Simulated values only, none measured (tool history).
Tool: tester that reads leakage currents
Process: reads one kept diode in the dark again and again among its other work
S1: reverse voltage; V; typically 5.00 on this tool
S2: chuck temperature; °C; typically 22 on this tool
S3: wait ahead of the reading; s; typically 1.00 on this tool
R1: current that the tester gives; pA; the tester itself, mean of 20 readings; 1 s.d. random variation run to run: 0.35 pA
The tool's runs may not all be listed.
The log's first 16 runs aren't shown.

Run 17, hour 351.8: usual settings. Result: R1 122.71 pA.
Run 18, hour 381.6: usual settings but S2 47 °C. Result: R1 730.91 pA.
Run 19, hour 412.8: usual settings but S1 2.51 V. Result: R1 84.44 pA.
Run 20, hour 431.3: usual settings but S1 6.20 V. Result: R1 139.10 pA.
Run 21, hour 455.5: usual settings but S1 6.90 V, S2 36 °C, S3 1.36 s. Result: R1 407.88 pA.
At hour 459.4: tester calibrated.
Run 22, hour 480.5: usual settings but S1 2.98 V, S3 0.64 s. Result: R1 94.07 pA.
Run 23, hour 496.2: usual settings but S1 9.07 V, S3 4.92 s. Result: R1 169.91 pA.
Run 24, hour 518.1: usual settings but S1 9.07 V, S3 4.92 s. Result: R1 169.91 pA.

Run 25, settings as shown, results not yet in. Your forecast:
Run 25, hour 534.4: usual settings but S1 9.07 V, S3 4.92 s. Result: R1 ?.

{"run 25": {"R1": 169.58}}
If the tool had no hidden condition, the same run with the same run-to-run variation would have returned R1 154.32 pA.
